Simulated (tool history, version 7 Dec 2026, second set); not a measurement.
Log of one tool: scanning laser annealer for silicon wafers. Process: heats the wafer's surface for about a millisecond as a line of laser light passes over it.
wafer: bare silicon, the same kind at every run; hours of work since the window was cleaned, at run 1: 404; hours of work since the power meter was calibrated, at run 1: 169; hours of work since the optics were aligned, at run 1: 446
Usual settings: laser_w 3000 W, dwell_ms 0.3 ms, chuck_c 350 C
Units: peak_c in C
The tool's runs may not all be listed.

run   hour  laser_w  dwell_ms  chuck_c  hours of work since the window was cleaned  hours of work since the power meter was calibrated  hours of work since the optics were aligned  peak_c
  1      0     3000       0.3      350                                         404                                                 169                                          446    1186
  2   17.8     3000       0.3      350                                         413                                                 178                                          454    1189
  3     38     3000       0.3      350                                         423                                                 187                                          464    1190
  4   52.3     2657       0.3      350                                         430                                                 194                                          471    1098
  5   70.9     2657       0.3      350                                         439                                                 203                                          480    1096
  6   92.3     3000       0.3      350                                         449                                                 214                                          491    1188
  7  105.7     3000     0.229      350                                         456                                                 220                                          497    1073
  8  124.3     3000     0.229      350                                         465                                                 229                                          506    1071
  9    145     3000     0.268      350                                         475                                                 240                                          516    1138
 10  164.5     3000     0.348      350                                         484                                                 249                                          526    1261
 11  182.9     3000     0.348      350                                         493                                                 258                                          535    1264
 12  203.5     3000       0.3      324                                         503                                                 268                                          545    1164
 13  221.9     3000       0.3      324                                         512                                                 277                                          554    1162
 14  237.1     3108     0.284      350                                         519                                                 284                                          561    1194
 15  249.8     3108     0.284      350                                         526                                                 290                                          567    1194

The next listed run, before its measurement:
 16  259.8     2890     0.212      358                                         531                                                 295                                          572       ?

{"run 16": {"peak_c": 1023}}
Without the tool's hidden state the same run would have given peak_c 1023 C.

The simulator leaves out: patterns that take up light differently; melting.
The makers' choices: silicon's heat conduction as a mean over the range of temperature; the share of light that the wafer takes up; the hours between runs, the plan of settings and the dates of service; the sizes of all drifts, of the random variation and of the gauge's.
